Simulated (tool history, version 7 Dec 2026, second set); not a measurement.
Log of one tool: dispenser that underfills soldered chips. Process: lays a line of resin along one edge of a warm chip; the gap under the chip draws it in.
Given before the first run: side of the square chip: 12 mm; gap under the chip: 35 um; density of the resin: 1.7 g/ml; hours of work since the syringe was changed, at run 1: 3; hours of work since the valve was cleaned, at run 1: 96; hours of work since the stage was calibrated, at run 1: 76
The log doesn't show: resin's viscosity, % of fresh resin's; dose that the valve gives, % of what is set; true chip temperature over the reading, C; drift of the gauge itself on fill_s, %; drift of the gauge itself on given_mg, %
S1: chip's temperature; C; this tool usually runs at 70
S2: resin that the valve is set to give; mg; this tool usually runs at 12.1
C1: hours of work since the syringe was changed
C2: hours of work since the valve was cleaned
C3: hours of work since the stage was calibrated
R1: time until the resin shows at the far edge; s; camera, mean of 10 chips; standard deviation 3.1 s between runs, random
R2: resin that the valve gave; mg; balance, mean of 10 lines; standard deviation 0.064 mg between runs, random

run	day	S1	S2	C1	C2	C3	R1	R2
1	0.000	70	12.1	3	96	76	379.7	10.92
2	0.146	78	12.1	5	99	79	354.9	10.99
3	0.312	78	12.1	8	102	82	470.3	10.96
4	0.408	78	12.1	10	103	84	553.2	10.89
# day 0.521: new syringe of resin
5	0.608	73	12.1	2	107	87	314.0	10.91
6	0.746	70	13.5	4	110	90	430.7	12.16
7	0.908	70	13.5	7	113	93	574.1	12.05
8	1.046	70	13.5	10	115	96	719.3	12.00
# day 1.179: new syringe of resin
9	1.229	70	11.6	1	118	99	334.8	10.32
10	1.350	62	14.6	3	121	101	553.4	12.91
11	1.492	62	15.3	6	123	104	684.3	13.57
12	1.583	62	15.3	8	125	106	813.7	13.46
13	1.671	66	14.6	9	127	107	800.8	12.94
14	1.775	66	14.6	11	129	109	970.2	12.85
# day 1.829: new syringe of resin
15	1.908	66	14.6	2	131	111	393.6	12.73
16	2.017	69	14.3	4	133	113	420.8	12.41
# day 2.142: dispensing valve cleaned and set on the balance
17	2.175	69	12.7	6	1	116	516.2	12.71

Alternative continuations, all from the tool just after run 17; predict every row:
A	2.354	78	10.7	9	4	119	?	?
B	2.354	69	14.6	9	4	119	?	?
C	2.354	72	12.7	9	4	119	?	?
D	2.354	69	11.7	9	4	119	?	?
E	2.354	69	10.6	9	4	119	?	?

run	R1	R2
A	501.6	10.47
B	689.8	14.52
C	602.0	12.61
D	697.7	11.53
E	726.5	10.48
Without the tool's hidden state the same runs would have given:
run	R1	R2
A	229.3	10.53
B	316.4	14.61
C	276.1	12.69
D	319.9	11.60
E	332.8	10.55
